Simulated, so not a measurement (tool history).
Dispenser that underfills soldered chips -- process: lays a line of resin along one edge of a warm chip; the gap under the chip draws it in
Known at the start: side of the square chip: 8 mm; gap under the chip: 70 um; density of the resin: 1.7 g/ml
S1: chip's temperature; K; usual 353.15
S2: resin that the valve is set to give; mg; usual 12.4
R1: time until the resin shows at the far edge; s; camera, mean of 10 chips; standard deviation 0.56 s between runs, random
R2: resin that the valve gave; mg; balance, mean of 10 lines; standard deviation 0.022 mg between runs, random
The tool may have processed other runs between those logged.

run,hour,S1,S2,R1,R2
1,0,353.15,12.4,62.8,12.12
2,4.3,353.15,12.4,78,12.13
# hour 10.2: new syringe of resin
3,11.1,356.15,12.4,44.7,12.05
4,18.7,366.15,12.4,49.2,12.07
# hour 24.8: new syringe of resin
5,27.1,353.15,12.4,51.5,12.06
6,30.9,353.15,12.4,66.1,12
7,34.9,353.15,12.4,79.5,12.03
# hour 39.4: new syringe of resin
8,40.3,353.15,12.4,49.5,12.01
9,45.7,353.15,12.4,66.6,11.98
10,51.9,353.15,12.4,91.9,11.99
# hour 53.9: new syringe of resin
11,60.4,353.15,12.4,66.4,11.94
12,65.8,353.15,12.4,89.6,11.92
# hour 68.9: new syringe of resin
# hour 69.9: dispensing valve cleaned and set on the balance
13,71,357.15,12.4,42.9,12.39
14,76.4,357.15,10.6,58.7,10.59
15,81.3,353.15,12.4,86.5,12.41
# hour 84.6: new syringe of resin
16,89.9,348.15,12.4,73.8,12.32
17,98.2,353.15,14.8,96,14.74
# hour 99.2: new syringe of resin
18,106.9,343.15,14.3,98.4,14.19
19,112.2,346.15,12.4,119,12.31
# hour 113.8: new syringe of resin
20,120.3,355.15,13.6,62.7,13.44
# hour 128.4: new syringe of resin
21,128.7,355.15,13.6,42.6,13.43
22,133.5,351.15,10.7,66.9,10.56
23,138.2,358.15,12.9,66.1,12.71
# hour 143.3: new syringe of resin
24,146.7,353.15,13.8,56.1,13.6
25,152.2,339.15,13.2,125.2,12.98

Run 26 comes next. What will it give?
# hour 157.9: new syringe of resin
26,160.4,351.15,10.8,?,?

Run 26 yielded R1 58.7 s, R2 10.6 mg.
Minus the tool's unlogged condition, the same run would have read R1 52 s, R2 10.8 mg.

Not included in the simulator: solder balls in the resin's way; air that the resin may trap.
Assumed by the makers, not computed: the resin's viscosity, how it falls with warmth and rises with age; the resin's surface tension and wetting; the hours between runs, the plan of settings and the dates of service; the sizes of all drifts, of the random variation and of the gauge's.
